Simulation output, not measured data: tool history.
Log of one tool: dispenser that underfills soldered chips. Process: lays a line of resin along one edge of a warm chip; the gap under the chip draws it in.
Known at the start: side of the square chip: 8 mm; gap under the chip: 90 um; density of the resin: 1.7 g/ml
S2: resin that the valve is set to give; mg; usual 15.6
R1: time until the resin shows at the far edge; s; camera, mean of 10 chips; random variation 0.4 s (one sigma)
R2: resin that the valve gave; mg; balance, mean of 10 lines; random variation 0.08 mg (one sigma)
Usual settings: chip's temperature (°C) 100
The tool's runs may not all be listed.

run 1 hour=0.0 | chip's_temperature_(°C)=100 S2=15.6 | R1=29.7 R2=15.43
run 2 hour=7.2 | chip's_temperature_(°C)=100 S2=17.3 | R1=44.1 R2=17.10
-- hour=9.0 new syringe of resin
run 3 hour=12.0 | chip's_temperature_(°C)=100 S2=14.4 | R1=32.4 R2=14.23
run 4 hour=18.6 | chip's_temperature_(°C)=100 S2=14.4 | R1=44.5 R2=14.16
-- hour=20.1 new syringe of resin
run 5 hour=23.7 | chip's_temperature_(°C)=100 S2=18.9 | R1=32.8 R2=18.38
-- hour=31.3 new syringe of resin
run 6 hour=31.3 | chip's_temperature_(°C)=100 S2=18.9 | R1=26.1 R2=18.49
run 7 hour=35.0 | chip's_temperature_(°C)=89 S2=15.6 | R1=47.6 R2=15.19
run 8 hour=40.9 | chip's_temperature_(°C)=89 S2=15.6 | R1=66.4 R2=15.14
-- hour=42.5 new syringe of resin
run 9 hour=45.5 | chip's_temperature_(°C)=89 S2=15.6 | R1=47.1 R2=15.10
run 10 hour=51.3 | chip's_temperature_(°C)=91 S2=15.6 | R1=58.3 R2=14.99
-- hour=53.9 new syringe of resin
-- hour=60.5 dispensing valve cleaned and set on the balance
run 11 hour=60.9 | chip's_temperature_(°C)=91 S2=15.6 | R1=51.3 R2=15.47
-- hour=65.9 new syringe of resin
run 12 hour=68.4 | chip's_temperature_(°C)=91 S2=15.6 | R1=42.8 R2=15.51
run 13 hour=76.2 | chip's_temperature_(°C)=91 S2=15.6 | R1=64.7 R2=15.44
-- hour=77.0 new syringe of resin
run 14 hour=80.6 | chip's_temperature_(°C)=106 S2=19.6 | R1=26.4 R2=19.53
run 15 hour=87.3 | chip's_temperature_(°C)=106 S2=14.5 | R1=38.5 R2=14.26
-- hour=88.1 new syringe of resin
run 16 hour=92.2 | chip's_temperature_(°C)=106 S2=14.5 | R1=27.3 R2=14.32
run 17 hour=97.1 | chip's_temperature_(°C)=114 S2=13.7 | R1=27.7 R2=13.53
-- hour=99.4 new syringe of resin
run 18 hour=103.3 | chip's_temperature_(°C)=99 S2=16.4 | R1=34.9 R2=15.94
run 19 hour=107.6 | chip's_temperature_(°C)=105 S2=20.2 | R1=34.8 R2=19.59
-- hour=110.7 new syringe of resin
run 20 hour=113.7 | chip's_temperature_(°C)=86 S2=19.9 | R1=50.8 R2=19.45
run 21 hour=120.8 | chip's_temperature_(°C)=86 S2=19.9 | R1=75.3 R2=19.25
-- hour=122.1 new syringe of resin
run 22 hour=124.7 | chip's_temperature_(°C)=92 S2=18.4 | R1=40.9 R2=17.80
run 23 hour=131.1 | chip's_temperature_(°C)=97 S2=16.9 | R1=48.4 R2=16.31
-- hour=133.7 new syringe of resin
run 24 hour=135.3 | chip's_temperature_(°C)=108 S2=14.1 | R1=22.8 R2=13.71
run 25 hour=143.1 | chip's_temperature_(°C)=108 S2=14.1 | R1=35.3 R2=13.65

Forecast each of these 3 alternatives for the next run:
-- hour=144.7 dispensing valve cleaned and set on the balance
-- hour=146.2 new syringe of resin
run A hour=151.0 | chip's_temperature_(°C)=111 S2=14.3 | R1=? R2=?
-- hour=144.7 dispensing valve cleaned and set on the balance
-- hour=146.2 new syringe of resin
run B hour=151.0 | chip's_temperature_(°C)=107 S2=17.7 | R1=? R2=?
-- hour=144.7 dispensing valve cleaned and set on the balance
-- hour=146.2 new syringe of resin
run C hour=151.0 | chip's_temperature_(°C)=97 S2=14.1 | R1=? R2=?

run=A R1=23.8 R2=14.36
run=B R1=27.6 R2=17.68
run=C R1=40.4 R2=14.20
Without the tool's hidden state the same runs would have given:
run=A R1=18.0 R2=14.37
run=B R1=21.1 R2=17.70
run=C R1=30.8 R2=14.21
